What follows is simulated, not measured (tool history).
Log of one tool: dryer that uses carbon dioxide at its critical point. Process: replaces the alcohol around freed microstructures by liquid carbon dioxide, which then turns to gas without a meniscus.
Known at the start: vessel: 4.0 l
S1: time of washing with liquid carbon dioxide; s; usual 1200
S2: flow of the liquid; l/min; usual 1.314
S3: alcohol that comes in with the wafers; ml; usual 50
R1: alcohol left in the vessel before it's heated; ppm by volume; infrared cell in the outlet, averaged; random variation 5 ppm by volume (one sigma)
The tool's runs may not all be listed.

{"run": 1, "hour": 0.0, "S1": 1200, "S2": 1.314, "S3": 50, "R1": 71}
{"run": 2, "hour": 52.5, "S1": 1200, "S2": 1.314, "S3": 50, "R1": 76}
{"run": 3, "hour": 86.4, "S1": 1200, "S2": 1.3, "S3": 50, "R1": 80}
{"run": 4, "hour": 109.9, "S1": 1200, "S2": 1.314, "S3": 50, "R1": 80}
{"run": 5, "hour": 148.4, "S1": 1200, "S2": 1.314, "S3": 50, "R1": 76}
{"run": 6, "hour": 172.4, "S1": 1200, "S2": 1.314, "S3": 50, "R1": 91}
{"run": 7, "hour": 197.7, "S1": 1200, "S2": 1.46, "S3": 50, "R1": 46}
{"run": 8, "hour": 241.6, "S1": 1200, "S2": 1.46, "S3": 50, "R1": 45}
{"run": 9, "hour": 292.3, "S1": 1200, "S2": 1.46, "S3": 50, "R1": 52}
{"run": 10, "hour": 323.1, "S1": 1200, "S2": 1.314, "S3": 32, "R1": 70}
{"run": 11, "hour": 346.9, "S1": 1200, "S2": 1.314, "S3": 50, "R1": 90}
{"run": 12, "hour": 371.9, "S1": 1200, "S2": 1.314, "S3": 50, "R1": 95}
{"run": 13, "hour": 419.7, "S1": 1200, "S2": 1.314, "S3": 50, "R1": 101}
{"run": 14, "hour": 451.1, "S1": 1200, "S2": 1.314, "S3": 50, "R1": 98}
{"run": 15, "hour": 493.2, "S1": 1200, "S2": 1.314, "S3": 50, "R1": 104}
{"run": 16, "hour": 527.5, "S1": 1200, "S2": 1.314, "S3": 50, "R1": 115}
{"run": 17, "hour": 578.0, "S1": 1200, "S2": 1.314, "S3": 50, "R1": 110}
{"hour": 605.3, "done": "inlet filter changed"}
{"run": 18, "hour": 609.0, "S1": 1200, "S2": 1.314, "S3": 50, "R1": 68}
{"run": 19, "hour": 642.1, "S1": 1200, "S2": 1.314, "S3": 50, "R1": 69}
{"run": 20, "hour": 695.5, "S1": 1200, "S2": 1.314, "S3": 59, "R1": 83}
{"run": 21, "hour": 722.8, "S1": 1200, "S2": 1.314, "S3": 59, "R1": 79}
{"run": 22, "hour": 755.9, "S1": 1200, "S2": 1.314, "S3": 59, "R1": 89}
{"run": 23, "hour": 782.0, "S1": 1200, "S2": 1.314, "S3": 59, "R1": 82}
{"run": 24, "hour": 812.1, "S1": 1200, "S2": 1.314, "S3": 59, "R1": 93}
{"run": 25, "hour": 838.3, "S1": 1260, "S2": 0.92, "S3": 33, "R1": 171}
{"run": 26, "hour": 861.7, "S1": 1200, "S2": 1.314, "S3": 20, "R1": 43}
{"run": 27, "hour": 901.8, "S1": 1860, "S2": 1.87, "S3": 72, "R1": 35}
{"run": 28, "hour": 954.1, "S1": 900, "S2": 1.21, "S3": 34, "R1": 222}
{"run": 29, "hour": 977.2, "S1": 1560, "S2": 1.04, "S3": 21, "R1": 55}
{"run": 30, "hour": 1015.2, "S1": 1560, "S2": 1.04, "S3": 30, "R1": 60}
{"run": 31, "hour": 1067.2, "S1": 1020, "S2": 1.4, "S3": 77, "R1": 179}
{"run": 32, "hour": 1100.4, "S1": 1020, "S2": 1.4, "S3": 77, "R1": 181}
{"run": 33, "hour": 1136.9, "S1": 900, "S2": 0.89, "S3": 77, "R1": 1359}
{"run": 34, "hour": 1162.0, "S1": 900, "S2": 1.56, "S3": 23, "R1": 73}
{"run": 35, "hour": 1192.4, "S1": 900, "S2": 1.56, "S3": 23, "R1": 69}
{"run": 36, "hour": 1233.1, "S1": 780, "S2": 1.01, "S3": 23, "R1": 454}
{"run": 37, "hour": 1262.4, "S1": 780, "S2": 1.01, "S3": 23, "R1": 451}
{"run": 38, "hour": 1295.7, "S1": 780, "S2": 1.33, "S3": 23, "R1": 216}
{"run": 39, "hour": 1335.7, "S1": 1080, "S2": 1.01, "S3": 23, "R1": 193}
{"run": 40, "hour": 1389.3, "S1": 1500, "S2": 1.15, "S3": 23, "R1": 64}
{"run": 41, "hour": 1424.2, "S1": 1200, "S2": 0.87, "S3": 65, "R1": 597}
{"run": 42, "hour": 1447.9, "S1": 1200, "S2": 0.87, "S3": 65, "R1": 618}
{"run": 43, "hour": 1478.5, "S1": 960, "S2": 1.03, "S3": 28, "R1": 334}
{"run": 44, "hour": 1501.1, "S1": 960, "S2": 1.03, "S3": 28, "R1": 341}
{"run": 45, "hour": 1541.7, "S1": 900, "S2": 0.98, "S3": 83, "R1": 1281}
{"run": 46, "hour": 1570.8, "S1": 900, "S2": 1.03, "S3": 47, "R1": 658}
{"run": 47, "hour": 1592.3, "S1": 1680, "S2": 2.12, "S3": 60, "R1": 43}
{"run": 48, "hour": 1627.6, "S1": 1200, "S2": 0.8, "S3": 52, "R1": 674}

3 ways to go on from here, each from the tool as it stands after run 48. What would each give?
{"run": "A", "hour": 1663.7, "S1": 1200, "S2": 1.66, "S3": 66, "R1": "?"}
{"run": "B", "hour": 1663.7, "S1": 960, "S2": 1.31, "S3": 65, "R1": "?"}
{"run": "C", "hour": 1663.7, "S1": 1200, "S2": 0.83, "S3": 52, "R1": "?"}

run=A R1=76
run=B R1=342
run=C R1=630
Without the tool's hidden state the same runs would have given:
run=A R1=20
run=B R1=172
run=C R1=379

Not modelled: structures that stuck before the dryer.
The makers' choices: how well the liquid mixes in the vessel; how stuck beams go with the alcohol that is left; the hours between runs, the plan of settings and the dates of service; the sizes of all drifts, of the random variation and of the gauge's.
